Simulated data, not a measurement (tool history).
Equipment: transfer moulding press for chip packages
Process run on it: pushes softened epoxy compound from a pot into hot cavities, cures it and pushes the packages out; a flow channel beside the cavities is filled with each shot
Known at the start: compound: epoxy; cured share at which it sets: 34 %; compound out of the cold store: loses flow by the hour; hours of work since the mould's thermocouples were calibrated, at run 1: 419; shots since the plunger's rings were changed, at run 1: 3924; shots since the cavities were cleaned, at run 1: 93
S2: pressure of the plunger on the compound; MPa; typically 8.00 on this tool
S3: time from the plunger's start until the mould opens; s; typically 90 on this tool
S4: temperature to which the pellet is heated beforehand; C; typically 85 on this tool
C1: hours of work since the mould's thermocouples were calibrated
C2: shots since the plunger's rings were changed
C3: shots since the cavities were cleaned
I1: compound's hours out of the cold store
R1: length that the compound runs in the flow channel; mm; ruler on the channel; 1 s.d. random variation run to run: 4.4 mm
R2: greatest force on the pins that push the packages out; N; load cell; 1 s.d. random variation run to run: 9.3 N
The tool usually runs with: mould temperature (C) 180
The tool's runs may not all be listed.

Run 1, hour 0.0: usual settings; C1 419; C2 3924; C3 93; I1 21.1. Result: R1 1006 mm, R2 417 N.
Run 2, hour 9.5: usual settings but S2 7.81 MPa; C1 426; C2 4072; C3 241; I1 45.9. Result: R1 887 mm, R2 397 N.
At hour 24.4: cavities cleaned with cleaning compound and waxed.
Run 3, hour 24.5: usual settings but S2 7.87 MPa; C1 437; C2 4283; C3 1; I1 29.0. Result: R1 960 mm, R2 431 N.
At hour 27.6: plunger's sealing rings changed.
At hour 43.5: mould's thermocouples calibrated.
Run 4, hour 43.5: usual settings but S2 7.87 MPa; C1 0; C2 217; C3 228; I1 45.1. Result: R1 882 mm, R2 399 N.
Run 5, hour 54.9: usual settings but S2 7.87 MPa; C1 9; C2 394; C3 405; I1 22.4. Result: R1 989 mm, R2 439 N.
At hour 59.6: cavities cleaned with cleaning compound and waxed.
Run 6, hour 68.9: usual settings but S2 7.87 MPa; C1 19; C2 589; C3 144; I1 41.6. Result: R1 900 mm, R2 402 N.
Run 7, hour 77.5: usual settings but S2 7.87 MPa; C1 26; C2 725; C3 280; I1 30.1. Result: R1 958 mm, R2 424 N.
At hour 90.6: cavities cleaned with cleaning compound and waxed.
Run 8, hour 93.6: usual settings but S2 7.87 MPa; C1 38; C2 953; C3 47; I1 40.0. Result: R1 914 mm, R2 417 N.
Run 9, hour 102.4: usual settings but S2 7.91 MPa; C1 45; C2 1089; C3 183; I1 36.1. Result: R1 931 mm, R2 401 N.
Run 10, hour 114.6: usual settings; C1 54; C2 1279; C3 373; I1 40.6. Result: R1 922 mm, R2 394 N.
At hour 121.3: cavities cleaned with cleaning compound and waxed.
Run 11, hour 129.4: usual settings; C1 65; C2 1487; C3 127; I1 25.2. Result: R1 994 mm, R2 433 N.
Run 12, hour 140.0: usual settings; C1 73; C2 1653; C3 293; I1 8.3. Result: R1 1076 mm, R2 450 N.
At hour 151.9: cavities cleaned with cleaning compound and waxed.
Run 13, hour 155.2: usual settings but S2 6.15 MPa; C1 84; C2 1866; C3 50; I1 25.9. Result: R1 867 mm, R2 434 N.
Run 14, hour 164.6: usual settings but S2 6.15 MPa; C1 92; C2 2013; C3 197; I1 36.0. Result: R1 819 mm, R2 425 N.
Run 15, hour 177.2: usual settings but S2 6.15 MPa; C1 102; C2 2210; C3 394; I1 31.1. Result: R1 839 mm, R2 433 N.
At hour 182.4: cavities cleaned with cleaning compound and waxed.
Run 16, hour 187.5: usual settings but S2 6.15 MPa; C1 109; C2 2347; C3 79; I1 22.4. Result: R1 875 mm, R2 415 N.
Run 17, hour 196.7: usual settings but S2 7.46 MPa, S3 105 s; C1 116; C2 2491; C3 223; I1 11.0. Result: R1 1032 mm, R2 361 N.
Run 18, hour 210.4: usual settings but mould temperature (C) 181, S2 6.82 MPa, S3 123 s; C1 127; C2 2705; C3 437; I1 42.2. Result: R1 832 mm, R2 360 N.
At hour 213.0: cavities cleaned with cleaning compound and waxed.
Run 19, hour 227.2: usual settings but mould temperature (C) 183, S2 8.19 MPa, S3 83 s, S4 77 C; C1 139; C2 2943; C3 221; I1 44.8. Result: R1 895 mm, R2 405 N.
Run 20, hour 241.0: usual settings but S2 7.28 MPa, S3 117 s, S4 79 C; C1 150; C2 3160; C3 438; I1 22.5. Result: R1 956 mm, R2 366 N.
At hour 243.5: cavities cleaned with cleaning compound and waxed.
Run 21, hour 251.2: usual settings but mould temperature (C) 174; C1 157; C2 3296; C3 121; I1 24.2. Result: R1 1020 mm, R2 604 N.
Run 22, hour 260.6: usual settings but mould temperature (C) 174; C1 165; C2 3441; C3 266; I1 9.7. Result: R1 1088 mm, R2 638 N.
At hour 274.2: cavities cleaned with cleaning compound and waxed.
Run 23, hour 278.0: usual settings but mould temperature (C) 175, S2 6.32 MPa; C1 177; C2 3690; C3 60; I1 18.2. Result: R1 942 mm, R2 561 N.
Run 24, hour 290.0: usual settings but S3 120 s, S4 88 C; C1 187; C2 3877; C3 247; I1 24.0. Result: R1 989 mm, R2 354 N.
At hour 305.5: cavities cleaned with cleaning compound and waxed.
Run 25, hour 305.5: usual settings but mould temperature (C) 173, S2 9.95 MPa, S3 73 s, S4 82 C; C1 198; C2 4096; C3 0; I1 42.2. Result: R1 1044 mm, R2 1007 N.

Estimate the outcome of run 26 from the log above:
Run 26, hour 314.2: usual settings but S2 7.85 MPa, S3 116 s; C1 205; C2 4231; C3 135; I1 10.1. Result: R1 ?, R2 ?.

R1: 1054 mm
R2: 352 N
With no hidden state in the tool, this same run would have given R1 1057 mm, R2 350 N.

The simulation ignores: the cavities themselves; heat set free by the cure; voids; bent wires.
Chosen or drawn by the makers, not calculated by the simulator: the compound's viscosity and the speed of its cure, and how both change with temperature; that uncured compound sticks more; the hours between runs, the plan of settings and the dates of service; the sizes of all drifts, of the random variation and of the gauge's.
